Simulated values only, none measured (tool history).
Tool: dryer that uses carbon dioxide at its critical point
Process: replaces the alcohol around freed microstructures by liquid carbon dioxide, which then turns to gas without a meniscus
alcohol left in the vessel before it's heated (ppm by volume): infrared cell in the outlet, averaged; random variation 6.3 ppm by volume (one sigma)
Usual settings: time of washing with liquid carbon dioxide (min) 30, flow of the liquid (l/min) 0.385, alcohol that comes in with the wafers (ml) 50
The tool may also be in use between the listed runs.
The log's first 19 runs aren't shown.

run,hour,time of washing with liquid carbon dioxide (min),flow of the liquid (l/min),alcohol that comes in with the wafers (ml),alcohol left in the vessel before it's heated (ppm by volume)
20,604.5,27,0.247,21,977
21,625.6,21,0.533,74,734
22,649,30,0.385,66,629
23,683.2,44,0.385,72,198
# hour 690.4: inlet filter changed
24,713.3,25,0.385,105,1274
25,748.3,30,0.329,29,405
26,775.6,30,0.329,29,428
27,819.1,30,0.329,29,452
28,849.3,30,0.329,29,461
29,888.2,27,0.319,61,1321
30,929.8,21,0.365,61,1964
31,962.7,21,0.365,61,1954
32,985.2,19,0.385,117,4268
33,1005.1,19,0.385,117,4427

Forecast each of these 4 alternatives for the next run:
A,1032.9,19,0.529,111,?
B,1032.9,28,0.539,68,?
C,1032.9,30,0.622,67,?
D,1032.9,19,0.354,51,?

run,alcohol left in the vessel before it's heated (ppm by volume)
A,1711
B,308
C,198
D,2504
Without the tool's hidden state the same runs would have given:
run,alcohol left in the vessel before it's heated (ppm by volume)
A,1013
B,85
C,29
D,1753
